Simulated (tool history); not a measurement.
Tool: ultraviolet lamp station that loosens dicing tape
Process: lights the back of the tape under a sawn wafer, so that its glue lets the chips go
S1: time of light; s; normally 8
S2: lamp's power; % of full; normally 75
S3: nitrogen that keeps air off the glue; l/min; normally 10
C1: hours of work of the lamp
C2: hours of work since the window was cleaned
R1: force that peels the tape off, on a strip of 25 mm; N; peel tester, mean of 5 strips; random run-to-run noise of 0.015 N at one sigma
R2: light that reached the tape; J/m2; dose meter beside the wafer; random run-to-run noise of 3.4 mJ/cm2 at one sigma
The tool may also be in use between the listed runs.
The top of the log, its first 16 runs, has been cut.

{"run": 17, "day": 14.517, "S1": 8, "S2": 75, "S3": 6, "C1": 473, "C2": 581, "R1": 0.942, "R2": 5440}
{"run": 18, "day": 15.683, "S1": 8, "S2": 75, "S3": 6, "C1": 488, "C2": 596, "R1": 0.911, "R2": 5460}
{"run": 19, "day": 16.817, "S1": 8, "S2": 75, "S3": 6, "C1": 503, "C2": 611, "R1": 0.898, "R2": 5470}
{"run": 20, "day": 17.346, "S1": 5, "S2": 73, "S3": 4, "C1": 510, "C2": 618, "R1": 2.696, "R2": 3290}
{"day": 17.879, "done": "window cleaned of glue's vapour"}
{"run": 21, "day": 18.162, "S1": 12, "S2": 77, "S3": 18, "C1": 520, "C2": 4, "R1": 0.188, "R2": 8390}
{"run": 22, "day": 18.838, "S1": 8, "S2": 64, "S3": 18, "C1": 529, "C2": 13, "R1": 0.794, "R2": 4670}
{"run": 23, "day": 19.604, "S1": 8, "S2": 69, "S3": 9, "C1": 539, "C2": 23, "R1": 0.919, "R2": 4920}
{"run": 24, "day": 20.296, "S1": 8, "S2": 69, "S3": 9, "C1": 548, "C2": 32, "R1": 0.933, "R2": 5030}
{"run": 25, "day": 21.271, "S1": 13, "S2": 62, "S3": 9, "C1": 561, "C2": 44, "R1": 0.341, "R2": 7290}
{"run": 26, "day": 21.979, "S1": 5, "S2": 78, "S3": 14, "C1": 570, "C2": 54, "R1": 1.541, "R2": 3550}
{"run": 27, "day": 22.804, "S1": 8, "S2": 75, "S3": 14, "C1": 581, "C2": 64, "R1": 0.589, "R2": 5440}
{"run": 28, "day": 23.421, "S1": 8, "S2": 75, "S3": 14, "C1": 589, "C2": 72, "R1": 0.627, "R2": 5420}
{"run": 29, "day": 24.067, "S1": 8, "S2": 75, "S3": 14, "C1": 598, "C2": 81, "R1": 0.584, "R2": 5510}
{"run": 30, "day": 25.183, "S1": 6, "S2": 75, "S3": 17, "C1": 612, "C2": 96, "R1": 1.161, "R2": 4130}
{"run": 31, "day": 25.979, "S1": 6, "S2": 65, "S3": 7, "C1": 623, "C2": 106, "R1": 1.979, "R2": 3500}
{"run": 32, "day": 26.604, "S1": 6, "S2": 65, "S3": 7, "C1": 631, "C2": 114, "R1": 1.942, "R2": 3540}
{"run": 33, "day": 27.621, "S1": 6, "S2": 65, "S3": 7, "C1": 644, "C2": 127, "R1": 1.952, "R2": 3550}
{"run": 34, "day": 28.279, "S1": 5, "S2": 74, "S3": 3, "C1": 653, "C2": 136, "R1": 2.893, "R2": 3360}
{"run": 35, "day": 28.921, "S1": 5, "S2": 74, "S3": 3, "C1": 661, "C2": 144, "R1": 2.854, "R2": 3340}
{"run": 36, "day": 29.504, "S1": 6, "S2": 74, "S3": 7, "C1": 669, "C2": 152, "R1": 1.53, "R2": 4050}
{"run": 37, "day": 30.183, "S1": 8, "S2": 67, "S3": 10, "C1": 678, "C2": 161, "R1": 0.92, "R2": 4890}

Each row is a separate what-if for the run after 37, all from the same tool condition, not one after another. Results?
{"run": "A", "day": 31.125, "S1": 15, "S2": 69, "S3": 7, "C1": 690, "C2": 173, "R1": "?", "R2": "?"}
{"run": "B", "day": 31.125, "S1": 8, "S2": 62, "S3": 18, "C1": 690, "C2": 173, "R1": "?", "R2": "?"}
{"run": "C", "day": 31.125, "S1": 11, "S2": 67, "S3": 10, "C1": 690, "C2": 173, "R1": "?", "R2": "?"}
{"run": "D", "day": 31.125, "S1": 12, "S2": 75, "S3": 10, "C1": 690, "C2": 173, "R1": "?", "R2": "?"}
{"run": "E", "day": 31.125, "S1": 13, "S2": 75, "S3": 10, "C1": 690, "C2": 173, "R1": "?", "R2": "?"}

run=A R1=0.216 R2=9370
run=B R1=0.872 R2=4480
run=C R1=0.422 R2=6750
run=D R1=0.242 R2=8150
run=E R1=0.205 R2=8840
The same runs, with their run-to-run variation unchanged, on a tool lacking any hidden condition would have given:
run=A R1=0.216 R2=9380
run=B R1=0.871 R2=4490
run=C R1=0.421 R2=6760
run=D R1=0.241 R2=8150
run=E R1=0.205 R2=8850
